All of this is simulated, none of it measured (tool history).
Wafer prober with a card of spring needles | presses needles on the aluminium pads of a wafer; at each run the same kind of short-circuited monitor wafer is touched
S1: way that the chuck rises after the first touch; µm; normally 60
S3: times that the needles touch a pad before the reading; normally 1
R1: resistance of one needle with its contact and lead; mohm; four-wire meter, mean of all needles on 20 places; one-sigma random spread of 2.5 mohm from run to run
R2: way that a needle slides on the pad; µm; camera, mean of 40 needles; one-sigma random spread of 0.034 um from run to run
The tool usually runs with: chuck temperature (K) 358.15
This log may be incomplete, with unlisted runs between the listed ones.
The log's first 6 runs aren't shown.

-- hour=213.2 tips cleaned on abrasive film
run 7 hour=227.4 | S1=60 chuck_temperature_(K)=358.15 S3=1 | R1=286 R2=9.99
-- hour=242.2 tips cleaned on abrasive film
-- hour=264.3 height of the first contact set anew
-- hour=268.4 tips cleaned on abrasive film
run 8 hour=270.6 | S1=60 chuck_temperature_(K)=358.15 S3=1 | R1=287 R2=9.91
-- hour=294.4 tips cleaned on abrasive film
-- hour=320.4 tips cleaned on abrasive film
run 9 hour=320.4 | S1=60 chuck_temperature_(K)=358.15 S3=1 | R1=288 R2=9.99
-- hour=346.9 tips cleaned on abrasive film
run 10 hour=349.8 | S1=60 chuck_temperature_(K)=358.15 S3=1 | R1=290 R2=9.91
-- hour=372.2 tips cleaned on abrasive film
run 11 hour=377.6 | S1=60 chuck_temperature_(K)=358.15 S3=1 | R1=287 R2=9.89
-- hour=401.0 tips cleaned on abrasive film
run 12 hour=411.0 | S1=60 chuck_temperature_(K)=358.15 S3=1 | R1=288 R2=9.87
-- hour=428.1 tips cleaned on abrasive film
run 13 hour=449.0 | S1=60 chuck_temperature_(K)=358.15 S3=1 | R1=289 R2=9.96
-- hour=453.9 tips cleaned on abrasive film
-- hour=473.1 gauge calibrated
-- hour=480.6 tips cleaned on abrasive film
run 14 hour=493.8 | S1=60 chuck_temperature_(K)=358.15 S3=1 | R1=288 R2=10.08
-- hour=507.7 tips cleaned on abrasive film
run 15 hour=530.4 | S1=60 chuck_temperature_(K)=358.15 S3=3 | R1=286 R2=10.07
-- hour=533.7 tips cleaned on abrasive film
-- hour=563.2 tips cleaned on abrasive film
run 16 hour=580.6 | S1=77 chuck_temperature_(K)=358.15 S3=1 | R1=280 R2=12.90
-- hour=591.5 tips cleaned on abrasive film
-- hour=619.3 tips cleaned on abrasive film
run 17 hour=628.1 | S1=51 chuck_temperature_(K)=358.15 S3=1 | R1=290 R2=8.52
-- hour=646.3 tips cleaned on abrasive film
-- hour=671.9 tips cleaned on abrasive film
run 18 hour=673.8 | S1=79 chuck_temperature_(K)=358.15 S3=2 | R1=282 R2=13.15
-- hour=698.8 tips cleaned on abrasive film
run 19 hour=708.5 | S1=48 chuck_temperature_(K)=358.15 S3=2 | R1=291 R2=7.99
-- hour=726.2 tips cleaned on abrasive film
run 20 hour=742.8 | S1=48 chuck_temperature_(K)=358.15 S3=2 | R1=298 R2=7.98
-- hour=755.0 tips cleaned on abrasive film
-- hour=780.3 tips cleaned on abrasive film
run 21 hour=781.8 | S1=49 chuck_temperature_(K)=362.15 S3=1 | R1=300 R2=8.12
-- hour=807.8 tips cleaned on abrasive film
run 22 hour=826.8 | S1=71 chuck_temperature_(K)=362.15 S3=1 | R1=285 R2=11.82
-- hour=833.7 tips cleaned on abrasive film
-- hour=862.1 tips cleaned on abrasive film
run 23 hour=882.6 | S1=47 chuck_temperature_(K)=368.15 S3=2 | R1=300 R2=7.77
-- hour=888.8 tips cleaned on abrasive film
-- hour=916.2 tips cleaned on abrasive film
run 24 hour=917.8 | S1=47 chuck_temperature_(K)=368.15 S3=2 | R1=299 R2=7.77
-- hour=942.8 tips cleaned on abrasive film
run 25 hour=965.0 | S1=64 chuck_temperature_(K)=305.15 S3=1 | R1=272 R2=10.52
-- hour=969.2 tips cleaned on abrasive film
run 26 hour=990.5 | S1=64 chuck_temperature_(K)=305.15 S3=1 | R1=271 R2=10.54
-- hour=994.4 tips cleaned on abrasive film
-- hour=1022.1 tips cleaned on abrasive film
run 27 hour=1044.8 | S1=60 chuck_temperature_(K)=312.15 S3=1 | R1=271 R2=9.83
-- hour=1048.2 tips cleaned on abrasive film
-- hour=1065.4 height of the first contact set anew
run 28 hour=1068.6 | S1=60 chuck_temperature_(K)=395.15 S3=3 | R1=300 R2=9.91
-- hour=1074.7 tips cleaned on abrasive film
-- hour=1100.2 tips cleaned on abrasive film
run 29 hour=1102.3 | S1=60 chuck_temperature_(K)=367.15 S3=2 | R1=288 R2=9.89
-- hour=1125.9 tips cleaned on abrasive film
-- hour=1151.9 tips cleaned on abrasive film
run 30 hour=1156.4 | S1=60 chuck_temperature_(K)=367.15 S3=2 | R1=288 R2=9.81
-- hour=1179.5 tips cleaned on abrasive film
run 31 hour=1204.4 | S1=62 chuck_temperature_(K)=319.15 S3=2 | R1=275 R2=10.20

Consider 4 possible next runs. They are alternatives, not a sequence: every one starts from the tool as it was left by run 31. What does each give?
-- hour=1207.3 tips cleaned on abrasive film
run A hour=1230.0 | S1=60 chuck_temperature_(K)=299.15 S3=2 | R1=? R2=?
-- hour=1207.3 tips cleaned on abrasive film
run B hour=1230.0 | S1=60 chuck_temperature_(K)=333.15 S3=1 | R1=? R2=?
-- hour=1207.3 tips cleaned on abrasive film
run C hour=1230.0 | S1=60 chuck_temperature_(K)=358.15 S3=2 | R1=? R2=?
-- hour=1207.3 tips cleaned on abrasive film
run D hour=1230.0 | S1=60 chuck_temperature_(K)=320.15 S3=2 | R1=? R2=?

run=A R1=268 R2=9.80
run=B R1=283 R2=9.80
run=C R1=291 R2=9.85
run=D R1=276 R2=9.74
The same runs, with their run-to-run variation unchanged, on a tool lacking any hidden condition would have given:
run=A R1=268 R2=10.07
run=B R1=283 R2=10.07
run=C R1=290 R2=10.12
run=D R1=276 R2=10.01
